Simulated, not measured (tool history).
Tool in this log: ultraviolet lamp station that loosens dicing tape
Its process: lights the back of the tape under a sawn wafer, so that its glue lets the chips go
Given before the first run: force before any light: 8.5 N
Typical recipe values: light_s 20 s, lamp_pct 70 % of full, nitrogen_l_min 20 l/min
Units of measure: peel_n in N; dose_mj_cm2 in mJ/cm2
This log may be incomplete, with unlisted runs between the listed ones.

run     day  light_s  lamp_pct  nitrogen_l_min  peel_n  dose_mj_cm2
  1   0.000       20        70              20   0.739          267
      2.162  -- window cleaned of glue's vapour
  2   3.492       20        70              20   0.682          283
  3   7.075       23        70              20   0.541          318
  4  10.042       23        70              20   0.577          305
  5  13.650       10        70              20   2.367          129
  6  16.317       20        70              12   1.191          262
  7  17.904       20        70              20   0.848          247
  8  20.938       18        67               8   1.988          208
  9  24.617       17        71               8   2.054          204
 10  26.271       31        70              18   0.466          364
 11  27.950       38        70               7   0.610          440
     28.721  -- window cleaned of glue's vapour
 12  30.808       19        73              28   0.672          251
 13  33.362       22        64               9   1.482          250

Consider 3 possible next runs. They are alternatives, not a sequence: every one starts from the tool as it was left by run 13. What does each give?
  A  35.021       18        64               9       ?            ?
  B  35.021       21        70              33       ?            ?
  C  35.021       20        70               7       ?            ?

run  peel_n  dose_mj_cm2
  A   1.987          197
  B   0.612          258
  C   1.771          240
What these runs would have given with no unlogged condition in the tool:
run  peel_n  dose_mj_cm2
  A   1.239          270
  B   0.367          351
  C   1.072          328
